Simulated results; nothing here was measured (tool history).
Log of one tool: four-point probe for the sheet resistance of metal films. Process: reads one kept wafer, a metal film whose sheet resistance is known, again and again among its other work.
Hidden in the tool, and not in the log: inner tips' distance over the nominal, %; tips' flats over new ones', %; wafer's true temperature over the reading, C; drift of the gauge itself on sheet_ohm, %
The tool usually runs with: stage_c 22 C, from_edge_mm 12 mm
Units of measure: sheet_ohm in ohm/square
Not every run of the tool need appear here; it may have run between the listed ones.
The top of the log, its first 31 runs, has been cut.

run	hour	stage_c	from_edge_mm	touches since the probe head was changed	hours of work since the stage's thermometer was calibrated	sheet_ohm
32	1106.5	22	12	61267	92	0.135090
33	1137.7	20	44	62126	116	0.134317
34	1165.0	23	27	62875	138	0.134399
35	1185.9	32	7	63450	155	0.136541
36	1231.0	22	6	64687	190	0.137399
37	1253.6	34	19	65308	208	0.134536
38	1299.3	34	58	66565	245	0.134283
39	1322.4	34	58	67199	263	0.134278
40	1352.6	21	6	68030	287	0.137477
41	1379.7	21	6	68774	308	0.137498
42	1402.9	25	21	69411	327	0.134517
43	1448.4	31	15	70663	363	0.134822
44	1471.2	31	23	71288	381	0.134509
45	1507.8	22	22	72295	410	0.134627

Forecast each of these 4 alternatives for the next run:
A	1553.9	22	48	73563	447	?
B	1553.9	25	26	73563	447	?
C	1553.9	27	16	73563	447	?
D	1553.9	18	27	73563	447	?

run	sheet_ohm
A	0.134426
B	0.134513
C	0.134834
D	0.134540
With no hidden state in the tool, these same runs would have given:
run	sheet_ohm
A	0.133850
B	0.133937
C	0.134256
D	0.133964
